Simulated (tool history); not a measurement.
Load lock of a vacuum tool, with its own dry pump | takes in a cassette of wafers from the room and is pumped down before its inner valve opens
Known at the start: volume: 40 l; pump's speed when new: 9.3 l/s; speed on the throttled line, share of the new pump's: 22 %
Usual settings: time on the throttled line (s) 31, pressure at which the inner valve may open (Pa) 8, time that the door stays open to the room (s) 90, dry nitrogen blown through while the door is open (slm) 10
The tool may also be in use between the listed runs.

run,day,time on the throttled line (s),pressure at which the inner valve may open (Pa),time that the door stays open to the room (s),dry nitrogen blown through while the door is open (slm),"incoming humidity of the room's air, %",time from the closed door until the inner valve may open (s),rise of the pressure with all valves shut (Pa/min)
1,0,31,8,90,10,48,70.4,0.397
# day 8.308: door's seal changed, seat wiped
2,11.462,31,8,90,10,44.3,70.9,0.067
3,23.075,31,8,90,10,45.1,71.5,0.067
4,38.929,31,8,90,10,41.9,70.9,0.067
5,53.646,31,8,90,10,44,71.5,0.073
6,72.242,31,8,90,10,45.1,71.7,0.079
7,91.604,52,8,90,10,46,87.4,0.086
8,110.692,31,8,87,10,43.7,72.8,0.083
9,122.658,31,8,87,10,45,73.1,0.091
10,135.188,31,8,87,10,45.8,72.8,0.09
11,148.629,31,8,87,10,43.9,73.2,0.091
12,161.496,18,8,90,10,43.2,63.7,0.095
13,182.112,31,8,90,10,43,72.9,0.101
14,201.679,31,8,90,10,45.1,73.9,0.108
15,216.912,31,8,90,10,43.6,72.9,0.116
16,234.521,31,8,90,10,47.6,74.2,0.12
17,248.05,31,8,90,10,45.9,73.7,0.123
18,258.05,31,8,90,10,47.7,74.8,0.128
19,275.375,20,8,90,18,44.6,66.9,0.117
20,295.062,31,8,33,11,44,75.8,0.121
21,311.246,61,9,90,10,47.2,95.4,0.143
22,322.4,31,7,90,7,45.2,75.1,0.151
23,339.183,31,6,36,10,42.4,77.4,0.134
24,353.075,31,6,36,10,46.2,77.2,0.138
25,372.775,27,8,90,10,47.9,72.9,0.166
26,388.075,27,8,90,10,44.3,73.8,0.172
27,406.454,31,8,27,13,44.2,77.2,0.151
28,415.888,31,8,27,13,45.3,76.3,0.158
29,432.138,27,14,239,12,48.3,71.4,0.213
30,440.871,57,8,89,10,46.2,95.2,0.189
31,449.65,31,11,89,10,42.5,75.4,0.194
32,469.121,31,11,89,10,44.3,75.9,0.204
33,487.554,31,11,89,10,45.2,75.6,0.216
# day 500.812: dry pump taken out, an overhauled one fitted
34,507.104,39,8,90,8,47.5,72.4,0.231
35,521.45,39,8,90,8,43.5,71.1,0.231
36,541.242,39,8,90,8,47.9,72,0.249

Some steps in time from the closed door until the inner valve may open (s) between neighbouring runs. How much of each would the tool show without its hidden state too (settings, what came in, random variation), and how much is left for the hidden state, with any gauge scatter that isn't in both results?
The hidden state here: pump's speed, % of a new pump's; leak at the door's seal, Pa l/s; drift of the gauge itself on ready_s, %; drift of the gauge itself on rise_pa_min, %.
Run 20 -> 21: time on the throttled line (s) 31 -> 61, pressure at which the inner valve may open (Pa) 8 -> 9, time that the door stays open to the room (s) 33 -> 90, dry nitrogen blown through while the door is open (slm) 11 -> 10. time from the closed door until the inner valve may open (s) +19.6: hidden state -1.9, all else +21.5.
Run 21 -> 22: time on the throttled line (s) 61 -> 31, pressure at which the inner valve may open (Pa) 9 -> 7, dry nitrogen blown through while the door is open (slm) 10 -> 7. time from the closed door until the inner valve may open (s) -20.3: hidden state +2.4, all else -22.7.
Run 29 -> 30: time on the throttled line (s) 27 -> 57, pressure at which the inner valve may open (Pa) 14 -> 8, time that the door stays open to the room (s) 239 -> 89, dry nitrogen blown through while the door is open (slm) 12 -> 10. time from the closed door until the inner valve may open (s) +23.8: hidden state -1.4, all else +25.2.
Run 30 -> 31: time on the throttled line (s) 57 -> 31, pressure at which the inner valve may open (Pa) 8 -> 11. time from the closed door until the inner valve may open (s) -19.8: hidden state +1.8, all else -21.6.
Run 33 -> 34: time on the throttled line (s) 31 -> 39, pressure at which the inner valve may open (Pa) 11 -> 8, time that the door stays open to the room (s) 89 -> 90, dry nitrogen blown through while the door is open (slm) 10 -> 8, dry pump taken out, an overhauled one fitted. time from the closed door until the inner valve may open (s) -3.2: hidden state -12.1, all else +8.9.

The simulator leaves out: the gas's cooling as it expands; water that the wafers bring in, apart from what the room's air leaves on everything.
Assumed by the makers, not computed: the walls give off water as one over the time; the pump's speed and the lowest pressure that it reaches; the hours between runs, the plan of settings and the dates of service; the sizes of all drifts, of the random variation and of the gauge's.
